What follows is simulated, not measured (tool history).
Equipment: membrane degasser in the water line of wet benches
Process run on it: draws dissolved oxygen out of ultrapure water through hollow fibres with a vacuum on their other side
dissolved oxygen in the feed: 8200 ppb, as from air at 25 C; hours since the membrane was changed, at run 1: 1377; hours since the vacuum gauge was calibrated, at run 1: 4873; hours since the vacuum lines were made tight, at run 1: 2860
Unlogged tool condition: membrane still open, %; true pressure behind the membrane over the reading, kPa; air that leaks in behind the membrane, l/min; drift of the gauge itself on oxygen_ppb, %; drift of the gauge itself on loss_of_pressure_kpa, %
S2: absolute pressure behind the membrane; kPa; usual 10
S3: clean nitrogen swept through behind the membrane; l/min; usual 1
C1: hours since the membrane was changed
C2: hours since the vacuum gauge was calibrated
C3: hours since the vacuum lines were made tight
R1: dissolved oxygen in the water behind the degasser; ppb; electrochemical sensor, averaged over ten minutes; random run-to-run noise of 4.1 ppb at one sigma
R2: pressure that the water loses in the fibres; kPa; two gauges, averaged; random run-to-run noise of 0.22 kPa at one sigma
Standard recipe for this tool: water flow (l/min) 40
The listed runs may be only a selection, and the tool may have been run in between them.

run 1 hour=0 | water_flow_(l/min)=40 S2=10 S3=1 | C1=1377 C2=4873 C3=2860 | R1=621.1 R2=56.2
run 2 hour=40.2 | water_flow_(l/min)=29 S2=10 S3=1 | C1=1418 C2=4914 C3=2900 | R1=436.7 R2=40.78
run 3 hour=89.7 | water_flow_(l/min)=40 S2=10 S3=1 | C1=1467 C2=4963 C3=2949 | R1=621.2 R2=56.71
run 4 hour=117.7 | water_flow_(l/min)=40 S2=10 S3=1 | C1=1495 C2=4991 C3=2977 | R1=623 R2=56.33
run 5 hour=151.8 | water_flow_(l/min)=40 S2=10 S3=1 | C1=1529 C2=5025 C3=3012 | R1=612.9 R2=56.56
run 6 hour=191.3 | water_flow_(l/min)=40 S2=6.2 S3=1 | C1=1569 C2=5065 C3=3051 | R1=344.2 R2=56.32
run 7 hour=236.6 | water_flow_(l/min)=40 S2=6.2 S3=1 | C1=1614 C2=5110 C3=3096 | R1=349.4 R2=56.52
run 8 hour=266.2 | water_flow_(l/min)=40 S2=10 S3=1 | C1=1644 C2=5140 C3=3126 | R1=611.7 R2=56.52
run 9 hour=308.3 | water_flow_(l/min)=40 S2=11.4 S3=1 | C1=1686 C2=5182 C3=3168 | R1=723.1 R2=56.25
run 10 hour=349.6 | water_flow_(l/min)=40 S2=10 S3=1.59 | C1=1727 C2=5223 C3=3209 | R1=460.1 R2=56.67
run 11 hour=382.6 | water_flow_(l/min)=40 S2=10 S3=1.59 | C1=1760 C2=5256 C3=3242 | R1=462.7 R2=57.04
run 12 hour=409.6 | water_flow_(l/min)=40 S2=10 S3=1 | C1=1787 C2=5283 C3=3269 | R1=622.5 R2=56.58
run 13 hour=440.8 | water_flow_(l/min)=40 S2=10 S3=2.12 | C1=1818 C2=5314 C3=3301 | R1=387.9 R2=56.67
run 14 hour=470.3 | water_flow_(l/min)=40 S2=10 S3=2.12 | C1=1848 C2=5344 C3=3330 | R1=384.1 R2=56.49
run 15 hour=520.6 | water_flow_(l/min)=40 S2=15.6 S3=1.24 | C1=1898 C2=5394 C3=3380 | R1=864.8 R2=56.26
run 16 hour=563.5 | water_flow_(l/min)=40 S2=15.6 S3=1.24 | C1=1941 C2=5437 C3=3423 | R1=875.4 R2=56.54
run 17 hour=587.4 | water_flow_(l/min)=28 S2=24.4 S3=0.44 | C1=1965 C2=5461 C3=3447 | R1=2010.4 R2=39.38
run 18 hour=608.7 | water_flow_(l/min)=28 S2=24.4 S3=0.44 | C1=1986 C2=5482 C3=3468 | R1=1982.6 R2=39.56
run 19 hour=634.5 | water_flow_(l/min)=58 S2=10.4 S3=1.07 | C1=2012 C2=5508 C3=3494 | R1=990.5 R2=81.67
run 20 hour=683.8 | water_flow_(l/min)=62 S2=24.8 S3=1.07 | C1=2061 C2=5557 C3=3544 | R1=2178.5 R2=87.7
run 21 hour=712.7 | water_flow_(l/min)=62 S2=24.8 S3=1.07 | C1=2090 C2=5586 C3=3573 | R1=2176.8 R2=87.79
run 22 hour=756.1 | water_flow_(l/min)=62 S2=24.8 S3=1.07 | C1=2133 C2=5630 C3=3616 | R1=2140.9 R2=87.75
run 23 hour=790 | water_flow_(l/min)=54 S2=10 S3=2 | C1=2167 C2=5664 C3=3650 | R1=644.5 R2=75.93

The same runs without the tool's hidden state, with the same run-to-run variation:
run=1 R1=606.4 R2=55.79
run=2 R1=424.7 R2=40.47
run=3 R1=606 R2=56.27
run=4 R1=607.6 R2=55.88
run=5 R1=597.6 R2=56.1
run=6 R1=328 R2=55.84
run=7 R1=332.7 R2=56.03
run=8 R1=595.8 R2=56.02
run=9 R1=706.8 R2=55.73
run=10 R1=446.1 R2=56.15
run=11 R1=448.5 R2=56.5
run=12 R1=605.6 R2=56.04
run=13 R1=374.9 R2=56.12
run=14 R1=371.2 R2=55.92
run=15 R1=848.2 R2=55.68
run=16 R1=858.5 R2=55.96
run=17 R1=2000.1 R2=38.96
run=18 R1=1972.4 R2=39.14
run=19 R1=965.8 R2=80.79
run=20 R1=2157.8 R2=86.74
run=21 R1=2155.9 R2=86.8
run=22 R1=2120 R2=86.75
run=23 R1=623.5 R2=75.05
